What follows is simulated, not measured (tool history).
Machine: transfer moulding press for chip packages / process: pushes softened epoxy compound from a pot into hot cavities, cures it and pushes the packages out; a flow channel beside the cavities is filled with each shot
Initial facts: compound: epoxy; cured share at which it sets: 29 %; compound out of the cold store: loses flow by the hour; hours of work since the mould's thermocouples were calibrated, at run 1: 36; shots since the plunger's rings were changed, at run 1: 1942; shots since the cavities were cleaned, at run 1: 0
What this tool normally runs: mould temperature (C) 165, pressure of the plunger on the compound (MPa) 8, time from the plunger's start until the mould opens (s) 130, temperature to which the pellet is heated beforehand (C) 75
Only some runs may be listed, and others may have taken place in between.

run,hour,mould temperature (C),pressure of the plunger on the compound (MPa),time from the plunger's start until the mould opens (s),temperature to which the pellet is heated beforehand (C),hours of work since the mould's thermocouples were calibrated,shots since the plunger's rings were changed,shots since the cavities were cleaned,incoming compound's hours out of the cold store,length that the compound runs in the flow channel (mm),greatest force on the pins that push the packages out (N)
1,0,165,8,130,75,36,1942,0,13.8,747,459
2,34.4,165,8,130,79,59,2271,329,8.5,781,464
3,57.6,165,8,130,79,74,2492,550,35.1,666,448
# hour 100.5: cavities cleaned with cleaning compound and waxed
4,101.4,165,8,130,79,102,2896,9,32.4,680,446
5,131,165,8,130,79,121,3178,291,17.6,747,452
6,163.4,165,8,130,79,143,3488,601,33.3,668,458
7,183.4,165,8,130,75,156,3678,791,22.5,716,467
# hour 202.9: cavities cleaned with cleaning compound and waxed
8,213.5,165,8,130,73,175,3952,101,45.1,635,449
9,247.7,165,8,130,73,197,4278,427,32.5,681,451
10,270.7,165,8,130,73,212,4498,647,35.8,666,456
11,297.2,165,8,130,75,230,4750,899,32.4,673,457
# hour 305.6: cavities cleaned with cleaning compound and waxed
12,342.1,165,8,130,70,258,5165,348,15.1,744,480
13,363.5,165,8,130,70,272,5369,552,20,724,468
14,382.8,166,8,130,73,285,5553,736,10.5,762,461
# hour 409.6: cavities cleaned with cleaning compound and waxed
15,426.3,168,8,113,83,313,5953,158,40.7,639,474
16,452.1,168,8,113,83,330,6200,405,22.1,720,465
# hour 476.5: plunger's sealing rings changed
17,477.7,169,8.95,125,66,345,12,626,27.1,729,414
# hour 513.5: cavities cleaned with cleaning compound and waxed
18,525.2,169,8.95,125,66,375,451,112,20.8,768,426
19,557.6,159,8,112,78,396,760,421,33.6,690,867
20,582.6,165,9.71,164,75,413,998,659,18.1,799,402
# hour 614.1: cavities cleaned with cleaning compound and waxed
21,616.3,168,6.2,130,75,434,1305,21,26.9,612,428
22,656.6,168,9.61,130,75,460,1690,406,11.6,827,410
23,681.4,165,7.17,152,75,477,1927,643,14,705,408
24,710.1,165,6.62,150,75,495,2201,917,44.2,588,402

What if the next run were any one of these 3? Each begins from the tool's condition after run 24:
# hour 714.4: cavities cleaned with cleaning compound and waxed
A,732.9,165,6.56,156,74,509,2404,176,23.4,?,?
# hour 714.4: cavities cleaned with cleaning compound and waxed
B,732.9,165,6.62,110,75,509,2404,176,34.8,?,?
# hour 714.4: cavities cleaned with cleaning compound and waxed
C,732.9,158,6.62,157,68,509,2404,176,28.5,?,?

run,length that the compound runs in the flow channel (mm),greatest force on the pins that push the packages out (N)
A,662,402
B,612,564
C,638,496
What these runs would have given with no unlogged condition in the tool:
run,length that the compound runs in the flow channel (mm),greatest force on the pins that push the packages out (N)
A,663,400
B,613,560
C,638,492
